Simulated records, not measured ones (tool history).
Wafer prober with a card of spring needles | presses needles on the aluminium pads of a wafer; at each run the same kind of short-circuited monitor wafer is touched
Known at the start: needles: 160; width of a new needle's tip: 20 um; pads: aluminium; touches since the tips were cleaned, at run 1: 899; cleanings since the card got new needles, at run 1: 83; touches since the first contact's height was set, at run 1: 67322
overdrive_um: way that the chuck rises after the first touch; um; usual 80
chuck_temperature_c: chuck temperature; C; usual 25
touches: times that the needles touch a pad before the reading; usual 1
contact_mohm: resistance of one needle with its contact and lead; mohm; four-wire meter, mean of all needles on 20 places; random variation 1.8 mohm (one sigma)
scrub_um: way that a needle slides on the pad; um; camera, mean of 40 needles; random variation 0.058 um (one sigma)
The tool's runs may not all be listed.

| run | hour | overdrive_um | chuck_temperature_c | touches | touches since the tips were cleaned | cleanings since the card got new needles | touches since the first contact's height was set | contact_mohm | scrub_um |
|---|---|---|---|---|---|---|---|---|---|
| 1 | 0.0 | 80 | 25 | 1 | 899 | 83 | 67322 | 225 | 10.71 |
|  | 2.5 | tips cleaned on abrasive film |
|  | 5.8 | tips cleaned on abrasive film |
|  | 9.9 | tips cleaned on abrasive film |
|  | 13.2 | tips cleaned on abrasive film |
|  | 17.3 | tips cleaned on abrasive film |
| 2 | 20.0 | 80 | 25 | 1 | 1689 | 88 | 79193 | 238 | 10.60 |
|  | 20.9 | tips cleaned on abrasive film |
|  | 25.0 | tips cleaned on abrasive film |
|  | 29.1 | tips cleaned on abrasive film |
| 3 | 29.4 | 85 | 25 | 1 | 199 | 91 | 84726 | 202 | 11.41 |
|  | 32.7 | tips cleaned on abrasive film |
|  | 36.0 | tips cleaned on abrasive film |
|  | 40.1 | tips cleaned on abrasive film |
|  | 43.4 | tips cleaned on abrasive film |
| 4 | 45.8 | 85 | 25 | 1 | 1433 | 95 | 94402 | 231 | 11.32 |
|  | 47.5 | tips cleaned on abrasive film |
|  | 51.6 | tips cleaned on abrasive film |
|  | 54.8 | tips cleaned on abrasive film |
|  | 58.9 | tips cleaned on abrasive film |
|  | 62.2 | tips cleaned on abrasive film |
|  | 66.3 | tips cleaned on abrasive film |
| 5 | 67.5 | 80 | 64 | 1 | 724 | 101 | 107247 | 233 | 10.63 |
|  | 70.0 | tips cleaned on abrasive film |
|  | 74.1 | tips cleaned on abrasive film |
| 6 | 77.1 | 80 | 64 | 1 | 1831 | 103 | 112957 | 253 | 10.64 |
|  | 78.0 | tips cleaned on abrasive film |
|  | 81.3 | tips cleaned on abrasive film |
|  | 85.4 | tips cleaned on abrasive film |
|  | 88.7 | tips cleaned on abrasive film |
|  | 92.0 | tips cleaned on abrasive film |
|  | 92.3 | height of the first contact set anew |
|  | 96.4 | tips cleaned on abrasive film |
| 7 | 96.7 | 80 | 64 | 1 | 172 | 109 | 2596 | 212 | 10.97 |
|  | 99.9 | tips cleaned on abrasive film |
|  | 104.0 | tips cleaned on abrasive film |
|  | 108.1 | tips cleaned on abrasive film |
|  | 112.2 | tips cleaned on abrasive film |
| 8 | 114.3 | 80 | 64 | 1 | 1260 | 113 | 13067 | 241 | 10.99 |
|  | 116.0 | tips cleaned on abrasive film |
|  | 119.3 | tips cleaned on abrasive film |
|  | 123.4 | tips cleaned on abrasive film |
| 9 | 125.0 | 80 | 64 | 1 | 1001 | 116 | 19403 | 235 | 10.81 |
|  | 126.7 | tips cleaned on abrasive film |
|  | 130.8 | tips cleaned on abrasive film |
|  | 134.9 | tips cleaned on abrasive film |
|  | 139.0 | tips cleaned on abrasive film |
|  | 143.1 | tips cleaned on abrasive film |
|  | 146.4 | tips cleaned on abrasive film |
| 10 | 146.7 | 80 | 64 | 1 | 177 | 122 | 32187 | 215 | 10.80 |
|  | 149.9 | tips cleaned on abrasive film |
|  | 153.2 | tips cleaned on abrasive film |
|  | 157.3 | tips cleaned on abrasive film |
|  | 161.2 | tips cleaned on abrasive film |
| 11 | 161.2 | 80 | 25 | 2 | 0 | 126 | 40754 | 194 | 10.87 |
|  | 165.2 | tips cleaned on abrasive film |
|  | 169.3 | tips cleaned on abrasive film |
| 12 | 172.2 | 80 | 25 | 1 | 1764 | 128 | 47366 | 248 | 10.86 |
|  | 173.1 | tips cleaned on abrasive film |
|  | 177.2 | tips cleaned on abrasive film |
|  | 181.3 | tips cleaned on abrasive film |
|  | 185.4 | tips cleaned on abrasive film |
|  | 189.5 | tips cleaned on abrasive film |
| 13 | 190.1 | 80 | 77 | 1 | 355 | 133 | 57903 | 217 | 10.82 |
|  | 193.4 | tips cleaned on abrasive film |
|  | 197.5 | tips cleaned on abrasive film |
|  | 201.6 | tips cleaned on abrasive film |
| 14 | 202.8 | 95 | 77 | 1 | 773 | 136 | 65463 | 223 | 12.79 |
|  | 205.3 | tips cleaned on abrasive film |
|  | 209.4 | tips cleaned on abrasive film |
|  | 212.7 | tips cleaned on abrasive film |
|  | 216.8 | tips cleaned on abrasive film |
| 15 | 217.1 | 64 | 25 | 1 | 208 | 140 | 73913 | 215 | 8.65 |
|  | 220.4 | tips cleaned on abrasive film |
|  | 223.7 | tips cleaned on abrasive film |
|  | 227.8 | tips cleaned on abrasive film |
|  | 231.1 | tips cleaned on abrasive film |
|  | 234.4 | tips cleaned on abrasive film |
| 16 | 237.4 | 64 | 32 | 1 | 1841 | 145 | 85936 | 274 | 8.46 |
|  | 238.3 | tips cleaned on abrasive film |
|  | 241.6 | tips cleaned on abrasive film |
|  | 245.7 | tips cleaned on abrasive film |
| 17 | 247.2 | 80 | 76 | 1 | 896 | 148 | 91681 | 236 | 10.68 |
|  | 249.7 | tips cleaned on abrasive film |
|  | 253.0 | tips cleaned on abrasive film |
|  | 257.1 | tips cleaned on abrasive film |
|  | 260.4 | tips cleaned on abrasive film |
| 18 | 261.9 | 72 | 25 | 1 | 965 | 152 | 100403 | 237 | 9.60 |
|  | 264.4 | tips cleaned on abrasive film |
|  | 268.5 | tips cleaned on abrasive film |
|  | 272.6 | tips cleaned on abrasive film |
|  | 276.7 | tips cleaned on abrasive film |
| 19 | 277.1 | 72 | 25 | 1 | 234 | 156 | 109364 | 207 | 9.37 |
|  | 280.4 | tips cleaned on abrasive film |
|  | 284.5 | tips cleaned on abrasive film |
|  | 288.6 | tips cleaned on abrasive film |
|  | 291.9 | tips cleaned on abrasive film |
|  | 295.9 | tips cleaned on abrasive film |
|  | 297.8 | height of the first contact set anew |
| 20 | 298.6 | 97 | 25 | 1 | 1434 | 161 | 464 | 223 | 13.31 |
|  | 300.3 | tips cleaned on abrasive film |
|  | 304.4 | tips cleaned on abrasive film |
|  | 308.5 | tips cleaned on abrasive film |
|  | 311.8 | tips cleaned on abrasive film |
|  | 315.9 | tips cleaned on abrasive film |
|  | 319.2 | tips cleaned on abrasive film |
| 21 | 319.2 | 97 | 48 | 2 | 34 | 167 | 12620 | 196 | 13.28 |
|  | 322.5 | tips cleaned on abrasive film |
|  | 326.6 | tips cleaned on abrasive film |
|  | 329.9 | tips cleaned on abrasive film |
|  | 334.0 | tips cleaned on abrasive film |
|  | 338.0 | tips cleaned on abrasive film |
| 22 | 338.0 | 97 | 48 | 2 | 0 | 172 | 23701 | 202 | 13.14 |
|  | 342.0 | tips cleaned on abrasive film |
|  | 345.3 | tips cleaned on abrasive film |
|  | 349.4 | tips cleaned on abrasive film |
|  | 352.7 | tips cleaned on abrasive film |
| 23 | 353.7 | 97 | 31 | 2 | 576 | 176 | 33005 | 201 | 13.11 |
|  | 356.2 | tips cleaned on abrasive film |
|  | 360.3 | tips cleaned on abrasive film |
|  | 364.3 | tips cleaned on abrasive film |
|  | 367.6 | tips cleaned on abrasive film |
|  | 371.7 | tips cleaned on abrasive film |
|  | 375.1 | tips cleaned on abrasive film |
| 24 | 375.1 | 97 | 31 | 2 | 0 | 182 | 45676 | 195 | 13.09 |

Forecast each of these 4 alternatives for the next run:
|  | 378.4 | tips cleaned on abrasive film |
|  | 382.5 | tips cleaned on abrasive film |
| A | 384.1 | 74 | 25 | 1 | 983 | 184 | 51028 | ? | ? |
|  | 378.4 | tips cleaned on abrasive film |
|  | 382.5 | tips cleaned on abrasive film |
| B | 384.1 | 67 | 101 | 2 | 983 | 184 | 51028 | ? | ? |
|  | 378.4 | tips cleaned on abrasive film |
|  | 382.5 | tips cleaned on abrasive film |
| C | 384.1 | 62 | 70 | 2 | 983 | 184 | 51028 | ? | ? |
|  | 378.4 | tips cleaned on abrasive film |
|  | 382.5 | tips cleaned on abrasive film |
| D | 384.1 | 75 | 26 | 2 | 983 | 184 | 51028 | ? | ? |

| run | contact_mohm | scrub_um |
|---|---|---|
| A | 239 | 9.96 |
| B | 240 | 9.03 |
| C | 237 | 8.27 |
| D | 217 | 10.09 |
Without the tool's hidden state the same runs would have given:
| run | contact_mohm | scrub_um |
|---|---|---|
| A | 195 | 10.12 |
| B | 211 | 9.19 |
| C | 202 | 8.43 |
| D | 191 | 10.25 |

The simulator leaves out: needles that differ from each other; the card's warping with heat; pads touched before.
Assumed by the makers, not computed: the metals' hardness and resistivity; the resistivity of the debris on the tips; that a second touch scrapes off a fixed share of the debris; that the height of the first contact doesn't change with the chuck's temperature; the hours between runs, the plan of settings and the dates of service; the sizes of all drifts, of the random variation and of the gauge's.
